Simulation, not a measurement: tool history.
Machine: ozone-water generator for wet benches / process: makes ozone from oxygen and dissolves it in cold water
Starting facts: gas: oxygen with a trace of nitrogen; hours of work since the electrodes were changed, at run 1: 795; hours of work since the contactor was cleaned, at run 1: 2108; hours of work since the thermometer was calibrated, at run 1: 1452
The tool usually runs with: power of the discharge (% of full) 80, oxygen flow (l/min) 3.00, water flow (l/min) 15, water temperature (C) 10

run,hour,power of the discharge (% of full),oxygen flow (l/min),water flow (l/min),water temperature (C),hours of work since the electrodes were changed,hours of work since the contactor was cleaned,hours of work since the thermometer was calibrated,dissolved ozone (ppm),ozone in the gas ahead of the water (g/m3)
1,0.0,80,3.00,15,10,795,2108,1452,18.3,231.2
# hour 14.0: contactor cleaned
2,51.0,80,3.00,15,10,834,30,1490,19.4,232.4
3,72.1,80,3.00,15,14,851,47,1507,18.1,231.8
4,114.9,80,3.00,15,14,885,82,1542,17.9,230.3
5,150.4,80,3.00,15,14,914,111,1571,18.1,228.6
6,191.7,80,3.00,15,14,948,144,1604,18.5,229.4
7,227.5,64,1.51,19,17,977,173,1633,9.5,251.8
8,251.4,72,2.42,15,16,996,193,1653,15.3,232.0
9,279.8,72,2.42,15,16,1019,216,1676,15.5,233.2
10,316.2,80,2.57,15,10,1049,245,1705,17.8,243.2
11,340.4,80,2.57,15,10,1069,265,1725,18.2,243.5
12,380.7,80,2.57,15,10,1101,298,1758,17.9,243.3

Below, each run's measurement less what the same run would have read without the hidden state. Both values contain the same run-to-run variation, but the gauge's scatter may not be the same in both:
Unlogged tool condition in this case: yield of the discharge, % of new electrodes'; contactor's efficiency, % of a clean one's; true water temperature over the reading, C; drift of the gauge itself on ozone_ppm, %; drift of the gauge itself on gas_g_m3, %.
run,dissolved ozone (ppm),ozone in the gas ahead of the water (g/m3)
1,-1.3,-5.9
2,-0.6,-6.4
3,-0.5,-6.4
4,-0.5,-6.6
5,-0.6,-6.9
6,-0.6,-7.2
7,-0.3,-7.1
8,-0.6,-7.1
9,-0.6,-7.4
10,-0.8,-8.5
11,-0.7,-8.6
12,-0.8,-8.9
